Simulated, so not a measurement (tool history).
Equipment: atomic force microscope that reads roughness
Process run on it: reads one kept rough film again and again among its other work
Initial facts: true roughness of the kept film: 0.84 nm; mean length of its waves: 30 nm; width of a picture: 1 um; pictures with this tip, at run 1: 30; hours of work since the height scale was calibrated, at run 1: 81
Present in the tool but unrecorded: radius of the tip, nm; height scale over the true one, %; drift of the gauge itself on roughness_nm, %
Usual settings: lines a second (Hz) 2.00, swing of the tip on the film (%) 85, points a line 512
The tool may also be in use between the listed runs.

| run | hour | lines a second (Hz) | swing of the tip on the film (%) | points a line | pictures with this tip | hours of work since the height scale was calibrated | roughness of the kept film (nm (root mean square)) |
|---|---|---|---|---|---|---|---|
| 1 | 0.0 | 2.00 | 85 | 512 | 30 | 81 | 0.750 |
| 2 | 22.5 | 2.00 | 85 | 512 | 49 | 92 | 0.756 |
| 3 | 36.6 | 2.00 | 85 | 512 | 60 | 100 | 0.748 |
| 4 | 48.6 | 2.00 | 85 | 512 | 71 | 106 | 0.758 |
| 5 | 73.0 | 2.00 | 85 | 512 | 91 | 118 | 0.755 |
| 6 | 94.4 | 0.70 | 85 | 512 | 109 | 129 | 0.779 |
| 7 | 120.4 | 2.00 | 85 | 512 | 131 | 143 | 0.747 |
| 8 | 143.2 | 2.25 | 85 | 512 | 150 | 155 | 0.734 |
| 9 | 154.1 | 2.25 | 85 | 512 | 159 | 160 | 0.729 |
| 10 | 165.9 | 2.25 | 85 | 512 | 169 | 166 | 0.722 |
| 11 | 182.5 | 2.00 | 78 | 512 | 183 | 175 | 0.749 |
| 12 | 204.3 | 2.00 | 78 | 512 | 201 | 186 | 0.753 |
| 13 | 218.9 | 0.67 | 78 | 512 | 213 | 193 | 0.786 |
| 14 | 233.6 | 2.00 | 82 | 512 | 226 | 201 | 0.755 |
| 15 | 255.7 | 0.50 | 82 | 512 | 244 | 212 | 0.787 |
| 16 | 273.7 | 0.50 | 82 | 512 | 259 | 222 | 0.787 |
| 17 | 284.4 | 0.50 | 82 | 512 | 268 | 227 | 0.777 |
| 18 | 308.1 | 0.50 | 82 | 512 | 288 | 239 | 0.781 |
| 19 | 321.9 | 0.50 | 82 | 512 | 300 | 247 | 0.779 |
|  | 328.2 | new tip fitted |
| 20 | 343.9 | 0.50 | 82 | 512 | 13 | 258 | 0.807 |
| 21 | 361.7 | 0.50 | 82 | 512 | 28 | 267 | 0.812 |
| 22 | 387.6 | 0.50 | 82 | 512 | 50 | 280 | 0.807 |
| 23 | 403.2 | 0.50 | 82 | 512 | 63 | 288 | 0.803 |
| 24 | 422.8 | 2.00 | 88 | 512 | 79 | 298 | 0.740 |
| 25 | 441.1 | 2.00 | 88 | 512 | 95 | 308 | 0.735 |
| 26 | 460.6 | 0.90 | 85 | 512 | 111 | 318 | 0.788 |
| 27 | 473.9 | 0.90 | 85 | 512 | 122 | 324 | 0.775 |
| 28 | 486.3 | 2.00 | 85 | 380 | 133 | 331 | 0.738 |
| 29 | 509.7 | 2.00 | 85 | 380 | 152 | 343 | 0.737 |
| 30 | 524.7 | 2.00 | 85 | 298 | 165 | 351 | 0.732 |
| 31 | 536.0 | 2.00 | 85 | 298 | 174 | 356 | 0.731 |
| 32 | 547.4 | 1.27 | 60 | 846 | 184 | 362 | 0.801 |
| 33 | 569.6 | 1.27 | 60 | 846 | 202 | 374 | 0.791 |
| 34 | 589.4 | 1.27 | 60 | 846 | 219 | 384 | 0.796 |
| 35 | 605.8 | 1.75 | 62 | 698 | 233 | 392 | 0.782 |
| 36 | 618.4 | 1.75 | 62 | 698 | 243 | 399 | 0.789 |
| 37 | 642.5 | 3.50 | 66 | 698 | 264 | 411 | 0.757 |
| 38 | 667.6 | 3.50 | 66 | 698 | 285 | 424 | 0.761 |
| 39 | 683.5 | 0.80 | 78 | 316 | 298 | 432 | 0.764 |
|  | 691.9 | new tip fitted |
| 40 | 704.6 | 1.67 | 78 | 875 | 10 | 443 | 0.785 |
| 41 | 721.2 | 1.34 | 59 | 859 | 24 | 451 | 0.821 |
| 42 | 743.9 | 2.33 | 86 | 644 | 43 | 463 | 0.738 |
| 43 | 768.0 | 2.33 | 86 | 644 | 64 | 476 | 0.742 |
| 44 | 786.5 | 2.00 | 85 | 590 | 79 | 485 | 0.751 |
| 45 | 812.5 | 2.00 | 62 | 415 | 101 | 498 | 0.793 |
| 46 | 838.8 | 0.72 | 62 | 415 | 123 | 512 | 0.802 |
| 47 | 854.8 | 2.44 | 61 | 462 | 136 | 520 | 0.779 |
| 48 | 866.7 | 2.44 | 61 | 462 | 146 | 526 | 0.780 |
| 49 | 878.8 | 0.60 | 61 | 760 | 157 | 533 | 0.806 |
| 50 | 904.9 | 0.60 | 61 | 760 | 179 | 546 | 0.794 |
| 51 | 918.2 | 0.60 | 61 | 760 | 190 | 553 | 0.803 |
| 52 | 941.5 | 3.75 | 75 | 335 | 209 | 565 | 0.721 |
| 53 | 962.8 | 3.75 | 75 | 335 | 227 | 576 | 0.724 |

Take each entry between the runs: how does the hidden state at the last listed run before it differ from the hidden state at the first listed run after it?
Runs 19 to 20: new tip fitted (hour 328.2)
  radius of the tip, nm: 17 -> 5.8; height scale over the true one, %: 0.42 -> 0.43
  measured result minus the result with no hidden state, roughness of the kept film (nm (root mean square)): -0.030 -> +0.001
Runs 39 to 40: new tip fitted (hour 691.9)
  radius of the tip, nm: 17.5 -> 5.8; height scale over the true one, %: 0.6 -> 0.61
  measured result minus the result with no hidden state, roughness of the kept film (nm (root mean square)): -0.030 -> +0.003

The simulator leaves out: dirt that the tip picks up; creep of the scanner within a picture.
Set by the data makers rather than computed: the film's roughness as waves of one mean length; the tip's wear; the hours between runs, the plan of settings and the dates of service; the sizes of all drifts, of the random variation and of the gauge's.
